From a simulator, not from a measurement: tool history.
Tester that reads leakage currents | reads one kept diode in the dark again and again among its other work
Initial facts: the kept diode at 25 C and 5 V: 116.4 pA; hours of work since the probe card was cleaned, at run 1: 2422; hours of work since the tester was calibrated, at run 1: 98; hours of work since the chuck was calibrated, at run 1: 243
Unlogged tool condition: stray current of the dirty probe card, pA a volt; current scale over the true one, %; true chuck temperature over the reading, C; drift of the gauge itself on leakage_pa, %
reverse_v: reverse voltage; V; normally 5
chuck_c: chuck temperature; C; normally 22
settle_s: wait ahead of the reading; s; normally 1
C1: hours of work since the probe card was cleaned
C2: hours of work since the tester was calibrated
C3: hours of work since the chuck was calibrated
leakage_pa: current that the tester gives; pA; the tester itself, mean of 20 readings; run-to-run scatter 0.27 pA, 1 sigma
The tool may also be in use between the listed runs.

run 1 hour=0 | reverse_v=5 chuck_c=22 settle_s=1 | C1=2422 C2=98 C3=243 | leakage_pa=98.71
run 2 hour=60.3 | reverse_v=5 chuck_c=22 settle_s=1 | C1=2465 C2=141 C3=286 | leakage_pa=98.51
run 3 hour=129.6 | reverse_v=5 chuck_c=22 settle_s=1 | C1=2514 C2=191 C3=336 | leakage_pa=98.15
-- hour=171.6 probe card cleaned and baked
run 4 hour=197.9 | reverse_v=5 chuck_c=22 settle_s=1 | C1=19 C2=238 C3=382 | leakage_pa=86.97
run 5 hour=255.2 | reverse_v=5 chuck_c=22 settle_s=1 | C1=60 C2=279 C3=423 | leakage_pa=86.55
run 6 hour=307.6 | reverse_v=5 chuck_c=22 settle_s=0.82 | C1=97 C2=316 C3=461 | leakage_pa=86.47
run 7 hour=339 | reverse_v=5 chuck_c=22 settle_s=0.82 | C1=120 C2=339 C3=483 | leakage_pa=86.78
run 8 hour=391.1 | reverse_v=5 chuck_c=22 settle_s=0.82 | C1=157 C2=376 C3=521 | leakage_pa=86.48
run 9 hour=461.1 | reverse_v=5 chuck_c=22 settle_s=1 | C1=207 C2=426 C3=571 | leakage_pa=86.17
-- hour=468.4 chuck's temperature calibrated
run 10 hour=506.6 | reverse_v=5 chuck_c=46 settle_s=5.29 | C1=238 C2=457 C3=27 | leakage_pa=640.8
run 11 hour=543.5 | reverse_v=1.39 chuck_c=25 settle_s=6.82 | C1=265 C2=484 C3=54 | leakage_pa=55.31
run 12 hour=588.8 | reverse_v=3.22 chuck_c=53 settle_s=0.31 | C1=297 C2=516 C3=86 | leakage_pa=866.95
run 13 hour=659.8 | reverse_v=3.22 chuck_c=24 settle_s=0.31 | C1=348 C2=567 C3=137 | leakage_pa=80.53
-- hour=691.6 chuck's temperature calibrated, once more
run 14 hour=724.5 | reverse_v=5 chuck_c=33 settle_s=3.64 | C1=393 C2=612 C3=24 | leakage_pa=235.53
run 15 hour=790.6 | reverse_v=5.74 chuck_c=32 settle_s=3.64 | C1=440 C2=659 C3=71 | leakage_pa=231.67
run 16 hour=837.7 | reverse_v=17.49 chuck_c=32 settle_s=3.64 | C1=474 C2=693 C3=105 | leakage_pa=421.65
run 17 hour=890.5 | reverse_v=17.49 chuck_c=32 settle_s=3.64 | C1=512 C2=730 C3=142 | leakage_pa=424.26

Alternative continuations, all from the tool just after run 17; predict every row:
run A hour=955.9 | reverse_v=17.49 chuck_c=36 settle_s=3.64 | C1=558 C2=777 C3=189 | leakage_pa=?
run B hour=955.9 | reverse_v=17.49 chuck_c=36 settle_s=3.64 | C1=558 C2=777 C3=189 | leakage_pa=?
run C hour=955.9 | reverse_v=2.99 chuck_c=25 settle_s=3.27 | C1=558 C2=777 C3=189 | leakage_pa=?
run D hour=955.9 | reverse_v=3.82 chuck_c=24 settle_s=1.71 | C1=558 C2=777 C3=189 | leakage_pa=?
run E hour=955.9 | reverse_v=4.02 chuck_c=42 settle_s=8.33 | C1=558 C2=777 C3=189 | leakage_pa=?

run=A leakage_pa=587.3
run=B leakage_pa=586.62
run=C leakage_pa=88.07
run=D leakage_pa=92.23
run=E leakage_pa=435.13
With the hidden condition removed and each run's random variation left untouched, the same runs would have given:
run=A leakage_pa=590.29
run=B leakage_pa=589.61
run=C leakage_pa=88.48
run=D leakage_pa=92.3
run=E leakage_pa=441.64
